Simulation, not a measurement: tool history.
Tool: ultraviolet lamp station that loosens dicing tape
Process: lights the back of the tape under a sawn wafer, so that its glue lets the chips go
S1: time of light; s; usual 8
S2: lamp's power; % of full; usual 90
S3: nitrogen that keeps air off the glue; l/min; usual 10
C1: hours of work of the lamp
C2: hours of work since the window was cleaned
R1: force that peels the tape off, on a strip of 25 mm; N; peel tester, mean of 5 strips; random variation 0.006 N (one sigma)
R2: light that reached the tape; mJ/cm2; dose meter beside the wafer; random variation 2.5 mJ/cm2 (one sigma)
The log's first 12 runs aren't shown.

| run | hour | S1 | S2 | S3 | C1 | C2 | R1 | R2 |
|---|---|---|---|---|---|---|---|---|
|  | 594.4 | window cleaned of glue's vapour |
| 13 | 602.8 | 8 | 90 | 7 | 363 | 4 | 0.276 | 279 |
| 14 | 646.8 | 8 | 90 | 7 | 383 | 24 | 0.276 | 275 |
| 15 | 716.3 | 8 | 90 | 7 | 414 | 55 | 0.281 | 275 |
| 16 | 790.3 | 8 | 90 | 7 | 448 | 89 | 0.297 | 261 |
| 17 | 848.8 | 8 | 90 | 7 | 474 | 115 | 0.317 | 264 |
| 18 | 903.8 | 8 | 90 | 7 | 499 | 140 | 0.302 | 262 |
| 19 | 975.3 | 8 | 90 | 10 | 532 | 172 | 0.246 | 255 |
| 20 | 1031.8 | 8 | 90 | 10 | 557 | 198 | 0.268 | 251 |
| 21 | 1099.1 | 8 | 93 | 10 | 588 | 228 | 0.234 | 254 |
| 22 | 1156.7 | 8 | 93 | 10 | 614 | 254 | 0.242 | 253 |
| 23 | 1202.7 | 6 | 87 | 10 | 634 | 275 | 0.602 | 173 |
| 24 | 1253.5 | 6 | 87 | 10 | 657 | 298 | 0.622 | 170 |
| 25 | 1288.5 | 6 | 87 | 10 | 673 | 314 | 0.635 | 172 |

Run 26 comes next. What will it give?
| 26 | 1324.2 | 12 | 90 | 4 | 689 | 330 | ? | ? |

R1: 0.305 N
R2: 348 mJ/cm2
Without the tool's hidden state the same run would have given R1 0.175 N, R2 472 mJ/cm2.

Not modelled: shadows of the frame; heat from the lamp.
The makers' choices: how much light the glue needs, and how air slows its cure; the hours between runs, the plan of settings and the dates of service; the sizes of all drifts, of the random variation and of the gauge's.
